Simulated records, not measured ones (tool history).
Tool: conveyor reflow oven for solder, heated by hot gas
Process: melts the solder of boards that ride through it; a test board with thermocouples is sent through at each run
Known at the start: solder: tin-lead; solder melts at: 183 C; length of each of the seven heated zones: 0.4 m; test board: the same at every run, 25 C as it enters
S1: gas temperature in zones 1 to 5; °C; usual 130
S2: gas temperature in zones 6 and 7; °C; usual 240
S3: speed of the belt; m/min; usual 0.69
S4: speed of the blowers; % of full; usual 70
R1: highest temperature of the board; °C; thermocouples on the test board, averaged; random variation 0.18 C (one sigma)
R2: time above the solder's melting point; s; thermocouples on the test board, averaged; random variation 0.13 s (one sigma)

run	hour	S1	S2	S3	S4	R1	R2
1	0	130	240	0.69	70	217.9	49.4
2	21.5	130	240	0.69	70	217.3	49.4
3	41.1	130	238	0.69	70	215.8	48.3
4	50.8	130	240	0.69	80	219.5	51.3
5	70.5	130	240	0.69	80	219.3	50.9
6	81.1	130	240	0.69	70	217.2	49.1
7	97.1	130	240	0.69	70	217	48.9
8	107.2	130	240	0.69	70	216.9	48.8
9	121.7	141	240	0.69	70	219	54.2
10	144	141	240	0.69	70	218.6	54.1
11	163.1	130	240	0.674	70	217.7	50.5
12	186.5	130	240	0.69	70	216.4	48.4
13	205.2	130	240	0.69	70	216.2	48.4
14	215.6	130	240	0.69	70	216.1	48.4
15	230.5	134	240	0.69	70	216.9	50.3
16	248.6	134	240	0.69	70	216.9	50
# hour 264.4: flux residue cleaned out of gas plates and filters
17	267.7	130	239	0.69	70	216.9	49.3

Run 18 comes next. What will it give?
18	289.2	139	253	0.69	70	?	?

Run 18 gave R1 230.9 °C, R2 60.6 s.
Without the tool's hidden state the same run would have given R1 231.6 °C, R2 60.6 s.
